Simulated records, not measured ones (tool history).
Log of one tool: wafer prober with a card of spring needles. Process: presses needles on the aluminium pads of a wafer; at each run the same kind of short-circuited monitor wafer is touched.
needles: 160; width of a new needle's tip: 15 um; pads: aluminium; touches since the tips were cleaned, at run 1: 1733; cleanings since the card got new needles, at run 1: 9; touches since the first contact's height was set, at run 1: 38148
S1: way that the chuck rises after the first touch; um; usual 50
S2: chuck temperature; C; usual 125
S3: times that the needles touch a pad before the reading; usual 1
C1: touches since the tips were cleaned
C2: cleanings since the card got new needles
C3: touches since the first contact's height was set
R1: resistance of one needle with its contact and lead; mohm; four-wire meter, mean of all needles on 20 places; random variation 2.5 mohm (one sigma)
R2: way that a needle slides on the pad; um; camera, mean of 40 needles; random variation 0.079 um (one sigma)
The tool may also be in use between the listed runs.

run,hour,S1,S2,S3,C1,C2,C3,R1,R2
1,0.0,50,125,1,1733,9,38148,312,6.57
# hour 8.1: tips cleaned on abrasive film
# hour 18.8: tips cleaned on abrasive film
# hour 32.3: tips cleaned on abrasive film
# hour 45.7: tips cleaned on abrasive film
# hour 56.4: tips cleaned on abrasive film
# hour 67.2: tips cleaned on abrasive film
2,69.8,50,125,1,968,15,63879,303,6.67
# hour 80.5: tips cleaned on abrasive film
# hour 91.3: tips cleaned on abrasive film
# hour 102.0: tips cleaned on abrasive film
3,107.7,50,125,1,2101,18,77866,315,6.45
# hour 113.1: tips cleaned on abrasive film
# hour 123.8: tips cleaned on abrasive film
# hour 137.2: tips cleaned on abrasive film
# hour 148.0: tips cleaned on abrasive film
# hour 158.7: tips cleaned on abrasive film
# hour 169.5: tips cleaned on abrasive film
4,174.8,50,125,1,1985,24,102632,320,6.42
# hour 182.7: tips cleaned on abrasive film
# hour 196.1: tips cleaned on abrasive film
# hour 209.6: tips cleaned on abrasive film
5,215.3,50,125,1,2148,27,117585,315,6.54
# hour 220.8: tips cleaned on abrasive film
# hour 231.5: tips cleaned on abrasive film
# hour 242.3: tips cleaned on abrasive film
# hour 255.7: tips cleaned on abrasive film
# hour 266.4: tips cleaned on abrasive film
6,267.8,50,125,1,523,32,136929,298,6.43
# hour 278.6: tips cleaned on abrasive film
# hour 289.3: tips cleaned on abrasive film
# hour 302.7: tips cleaned on abrasive film
# hour 313.5: tips cleaned on abrasive film
7,321.3,50,125,1,2896,36,156662,325,6.43
# hour 326.7: tips cleaned on abrasive film
# hour 337.4: tips cleaned on abrasive film
# hour 348.2: tips cleaned on abrasive film
# hour 358.9: tips cleaned on abrasive film
# hour 372.4: tips cleaned on abrasive film
# hour 385.8: tips cleaned on abrasive film
8,388.5,50,125,1,1001,42,181434,306,6.28
# hour 399.0: tips cleaned on abrasive film
# hour 412.4: tips cleaned on abrasive film
# hour 425.8: tips cleaned on abrasive film
9,431.2,50,125,1,1989,45,197210,320,6.28
# hour 439.1: tips cleaned on abrasive film
# hour 449.8: tips cleaned on abrasive film
# hour 452.8: height of the first contact set anew
# hour 460.9: tips cleaned on abrasive film
# hour 471.6: tips cleaned on abrasive film
# hour 482.4: tips cleaned on abrasive film
# hour 493.1: tips cleaned on abrasive film
10,501.4,38,125,1,3093,51,17950,352,5.16
# hour 504.2: tips cleaned on abrasive film
# hour 515.0: tips cleaned on abrasive film
# hour 528.4: tips cleaned on abrasive film
# hour 539.1: tips cleaned on abrasive film
11,543.8,38,125,1,1756,55,33577,332,5.06
# hour 551.9: tips cleaned on abrasive film
# hour 562.7: tips cleaned on abrasive film
# hour 573.4: tips cleaned on abrasive film
# hour 586.8: tips cleaned on abrasive film
# hour 600.2: tips cleaned on abrasive film
12,607.2,37,56,1,2604,60,56981,339,4.89
# hour 612.7: tips cleaned on abrasive film
# hour 623.4: tips cleaned on abrasive film
# hour 634.2: tips cleaned on abrasive film
# hour 647.6: tips cleaned on abrasive film
# hour 661.0: tips cleaned on abrasive film
13,669.8,37,56,1,3273,65,80065,347,4.85
# hour 672.6: tips cleaned on abrasive film
# hour 683.3: tips cleaned on abrasive film
# hour 694.1: tips cleaned on abrasive film
14,704.4,50,100,2,3848,68,92825,306,6.47
# hour 707.2: tips cleaned on abrasive film
# hour 717.9: tips cleaned on abrasive film
# hour 728.7: tips cleaned on abrasive film
15,735.8,50,100,2,2648,71,104387,302,6.53
# hour 741.2: tips cleaned on abrasive film
# hour 754.6: tips cleaned on abrasive film
# hour 768.0: tips cleaned on abrasive film
16,768.3,62,125,1,108,74,116380,287,7.96
# hour 779.0: tips cleaned on abrasive film
# hour 789.8: tips cleaned on abrasive film
# hour 800.6: tips cleaned on abrasive film
# hour 814.0: tips cleaned on abrasive film
17,819.4,50,41,1,2030,78,135244,298,6.31
# hour 824.8: tips cleaned on abrasive film
# hour 835.6: tips cleaned on abrasive film
# hour 846.3: tips cleaned on abrasive film
# hour 857.1: tips cleaned on abrasive film
18,864.4,50,41,1,2707,82,151819,310,6.31
# hour 869.8: tips cleaned on abrasive film
# hour 880.5: tips cleaned on abrasive film
# hour 894.0: tips cleaned on abrasive film
# hour 904.7: tips cleaned on abrasive film
# hour 915.5: tips cleaned on abrasive film
# hour 928.9: tips cleaned on abrasive film
19,931.9,36,61,1,1138,88,176729,326,4.48
# hour 940.0: tips cleaned on abrasive film
# hour 953.4: tips cleaned on abrasive film
# hour 964.2: tips cleaned on abrasive film
20,974.7,48,79,3,3898,91,192519,296,5.99
# hour 977.4: tips cleaned on abrasive film
# hour 988.2: tips cleaned on abrasive film
# hour 998.9: tips cleaned on abrasive film
21,1005.1,48,79,3,2278,94,203712,288,5.95
# hour 1008.0: height of the first contact set anew
# hour 1010.8: tips cleaned on abrasive film
# hour 1024.2: tips cleaned on abrasive film
# hour 1034.9: tips cleaned on abrasive film
# hour 1045.7: tips cleaned on abrasive film
22,1047.0,53,116,2,485,98,14352,287,7.12

How the hidden state differs across the entries between the runs, from the last listed run before each to the first after it:
Between runs 1 and 2: tips cleaned on abrasive film (hour 8.1); tips cleaned on abrasive film (hour 18.8); tips cleaned on abrasive film (hour 32.3); tips cleaned on abrasive film (hour 45.7); tips cleaned on abrasive film (hour 56.4); tips cleaned on abrasive film (hour 67.2)
  debris on the tips, nm: 72.5 -> 51.3; way that the needles fall short of the set height, um: 0.65 -> 1.06; tips' diameter, um: 15.23 -> 15.37
  measured less the result without the state, R1: +31 -> +23 mohm; R2: -0.08 -> -0.14 um
Between runs 2 and 3: tips cleaned on abrasive film (hour 80.5); tips cleaned on abrasive film (hour 91.3); tips cleaned on abrasive film (hour 102.0)
  debris on the tips, nm: 51.3 -> 72.6; way that the needles fall short of the set height, um: 1.06 -> 1.29; tips' diameter, um: 15.37 -> 15.45
  measured less the result without the state, R1: +23 -> +32 mohm; R2: -0.14 -> -0.17 um
Between runs 3 and 4: tips cleaned on abrasive film (hour 113.1); tips cleaned on abrasive film (hour 123.8); tips cleaned on abrasive film (hour 137.2); tips cleaned on abrasive film (hour 148.0); tips cleaned on abrasive film (hour 158.7); tips cleaned on abrasive film (hour 169.5)
  debris on the tips, nm: 72.6 -> 68.9; way that the needles fall short of the set height, um: 1.29 -> 1.72; tips' diameter, um: 15.45 -> 15.6
  measured less the result without the state, R1: +32 -> +33 mohm; R2: -0.17 -> -0.23 um
Between runs 4 and 5: tips cleaned on abrasive film (hour 182.7); tips cleaned on abrasive film (hour 196.1); tips cleaned on abrasive film (hour 209.6)
  debris on the tips, nm: 68.9 -> 74.1; way that the needles fall short of the set height, um: 1.72 -> 1.91; tips' diameter, um: 15.6 -> 15.67
  measured less the result without the state, R1: +33 -> +35 mohm; R2: -0.23 -> -0.25 um
Between runs 5 and 6: tips cleaned on abrasive film (hour 220.8); tips cleaned on abrasive film (hour 231.5); tips cleaned on abrasive film (hour 242.3); tips cleaned on abrasive film (hour 255.7); tips cleaned on abrasive film (hour 266.4)
  debris on the tips, nm: 74.1 -> 27.9; way that the needles fall short of the set height, um: 1.91 -> 2.26; tips' diameter, um: 15.67 -> 15.79
  measured less the result without the state, R1: +35 -> +14 mohm; R2: -0.25 -> -0.31 um
Between runs 6 and 7: tips cleaned on abrasive film (hour 278.6); tips cleaned on abrasive film (hour 289.3); tips cleaned on abrasive film (hour 302.7); tips cleaned on abrasive film (hour 313.5)
  debris on the tips, nm: 27.9 -> 80; way that the needles fall short of the set height, um: 2.26 -> 2.52; tips' diameter, um: 15.79 -> 15.88
  measured less the result without the state, R1: +14 -> +40 mohm; R2: -0.31 -> -0.34 um
Between runs 7 and 8: tips cleaned on abrasive film (hour 326.7); tips cleaned on abrasive film (hour 337.4); tips cleaned on abrasive film (hour 348.2); tips cleaned on abrasive film (hour 358.9); tips cleaned on abrasive film (hour 372.4); tips cleaned on abrasive film (hour 385.8)
  debris on the tips, nm: 80 -> 44.8; way that the needles fall short of the set height, um: 2.52 -> 2.92; tips' diameter, um: 15.88 -> 16.02
  measured less the result without the state, R1: +40 -> +24 mohm; R2: -0.34 -> -0.39 um
Between runs 8 and 9: tips cleaned on abrasive film (hour 399.0); tips cleaned on abrasive film (hour 412.4); tips cleaned on abrasive film (hour 425.8)
  debris on the tips, nm: 44.8 -> 75.5; way that the needles fall short of the set height, um: 2.92 -> 3.12; tips' diameter, um: 16.02 -> 16.09
  measured less the result without the state, R1: +24 -> +39 mohm; R2: -0.39 -> -0.42 um
Between runs 9 and 10: tips cleaned on abrasive film (hour 439.1); tips cleaned on abrasive film (hour 449.8); height of the first contact set anew (hour 452.8); tips cleaned on abrasive film (hour 460.9); tips cleaned on abrasive film (hour 471.6); tips cleaned on abrasive film (hour 482.4); tips cleaned on abrasive film (hour 493.1)
  debris on the tips, nm: 75.5 -> 85.9; way that the needles fall short of the set height, um: 3.12 -> 0.27; tips' diameter, um: 16.09 -> 16.23
  measured less the result without the state, R1: +39 -> +64 mohm; R2: -0.42 -> -0.04 um
Between runs 10 and 11: tips cleaned on abrasive film (hour 504.2); tips cleaned on abrasive film (hour 515.0); tips cleaned on abrasive film (hour 528.4); tips cleaned on abrasive film (hour 539.1)
  debris on the tips, nm: 85.9 -> 59.9; way that the needles fall short of the set height, um: 0.27 -> 0.6; tips' diameter, um: 16.23 -> 16.34
  measured less the result without the state, R1: +64 -> +46 mohm; R2: -0.04 -> -0.08 um
Between runs 11 and 12: tips cleaned on abrasive film (hour 551.9); tips cleaned on abrasive film (hour 562.7); tips cleaned on abrasive film (hour 573.4); tips cleaned on abrasive film (hour 586.8); tips cleaned on abrasive film (hour 600.2)
  debris on the tips, nm: 59.9 -> 76.9; way that the needles fall short of the set height, um: 0.6 -> 0.93; tips' diameter, um: 16.34 -> 16.46
  measured less the result without the state, R1: +46 -> +71 mohm; R2: -0.08 -> -0.12 um
Between runs 12 and 13: tips cleaned on abrasive film (hour 612.7); tips cleaned on abrasive film (hour 623.4); tips cleaned on abrasive film (hour 634.2); tips cleaned on abrasive film (hour 647.6); tips cleaned on abrasive film (hour 661.0)
  debris on the tips, nm: 76.9 -> 83.8; way that the needles fall short of the set height, um: 0.93 -> 1.26; tips' diameter, um: 16.46 -> 16.58
  measured less the result without the state, R1: +71 -> +79 mohm; R2: -0.12 -> -0.16 um
Between runs 13 and 14: tips cleaned on abrasive film (hour 672.6); tips cleaned on abrasive film (hour 683.3); tips cleaned on abrasive film (hour 694.1)
  debris on the tips, nm: 83.8 -> 86.4; way that the needles fall short of the set height, um: 1.26 -> 1.47; tips' diameter, um: 16.58 -> 16.65
  measured less the result without the state, R1: +79 -> +28 mohm; R2: -0.16 -> -0.20 um
Between runs 14 and 15: tips cleaned on abrasive film (hour 707.2); tips cleaned on abrasive film (hour 717.9); tips cleaned on abrasive film (hour 728.7)
  debris on the tips, nm: 86.4 -> 81.1; way that the needles fall short of the set height, um: 1.47 -> 1.73; tips' diameter, um: 16.65 -> 16.74
  measured less the result without the state, R1: +28 -> +27 mohm; R2: -0.20 -> -0.23 um
Between runs 15 and 16: tips cleaned on abrasive film (hour 741.2); tips cleaned on abrasive film (hour 754.6); tips cleaned on abrasive film (hour 768.0)
  debris on the tips, nm: 81.1 -> 11.6; way that the needles fall short of the set height, um: 1.73 -> 1.96; tips' diameter, um: 16.74 -> 16.82
  measured less the result without the state, R1: +27 -> +6 mohm; R2: -0.23 -> -0.26 um
Between runs 16 and 17: tips cleaned on abrasive film (hour 779.0); tips cleaned on abrasive film (hour 789.8); tips cleaned on abrasive film (hour 800.6); tips cleaned on abrasive film (hour 814.0)
  debris on the tips, nm: 11.6 -> 68.4; way that the needles fall short of the set height, um: 1.96 -> 2.24; tips' diameter, um: 16.82 -> 16.92
  measured less the result without the state, R1: +6 -> +41 mohm; R2: -0.26 -> -0.29 um
Between runs 17 and 18: tips cleaned on abrasive film (hour 824.8); tips cleaned on abrasive film (hour 835.6); tips cleaned on abrasive film (hour 846.3); tips cleaned on abrasive film (hour 857.1)
  debris on the tips, nm: 68.4 -> 80.8; way that the needles fall short of the set height, um: 2.24 -> 2.49; tips' diameter, um: 16.92 -> 17.01
  measured less the result without the state, R1: +41 -> +51 mohm; R2: -0.29 -> -0.34 um
Between runs 18 and 19: tips cleaned on abrasive film (hour 869.8); tips cleaned on abrasive film (hour 880.5); tips cleaned on abrasive film (hour 894.0); tips cleaned on abrasive film (hour 904.7); tips cleaned on abrasive film (hour 915.5); tips cleaned on abrasive film (hour 928.9)
  debris on the tips, nm: 80.8 -> 47.9; way that the needles fall short of the set height, um: 2.49 -> 2.94; tips' diameter, um: 17.01 -> 17.16
  measured less the result without the state, R1: +51 -> +57 mohm; R2: -0.34 -> -0.39 um
Between runs 19 and 20: tips cleaned on abrasive film (hour 940.0); tips cleaned on abrasive film (hour 953.4); tips cleaned on abrasive film (hour 964.2)
  debris on the tips, nm: 47.9 -> 88.6; way that the needles fall short of the set height, um: 2.94 -> 3.15; tips' diameter, um: 17.16 -> 17.24
  measured less the result without the state, R1: +57 -> +23 mohm; R2: -0.39 -> -0.42 um
Between runs 20 and 21: tips cleaned on abrasive film (hour 977.4); tips cleaned on abrasive film (hour 988.2); tips cleaned on abrasive film (hour 998.9)
  debris on the tips, nm: 88.6 -> 74.1; way that the needles fall short of the set height, um: 3.15 -> 3.39; tips' diameter, um: 17.24 -> 17.32
  measured less the result without the state, R1: +23 -> +20 mohm; R2: -0.42 -> -0.45 um
Between runs 21 and 22: height of the first contact set anew (hour 1008.0); tips cleaned on abrasive film (hour 1010.8); tips cleaned on abrasive film (hour 1024.2); tips cleaned on abrasive film (hour 1034.9); tips cleaned on abrasive film (hour 1045.7)
  debris on the tips, nm: 74.1 -> 35; way that the needles fall short of the set height, um: 3.39 -> 0.31; tips' diameter, um: 17.32 -> 17.43
  measured less the result without the state, R1: +20 -> +11 mohm; R2: -0.45 -> -0.04 um
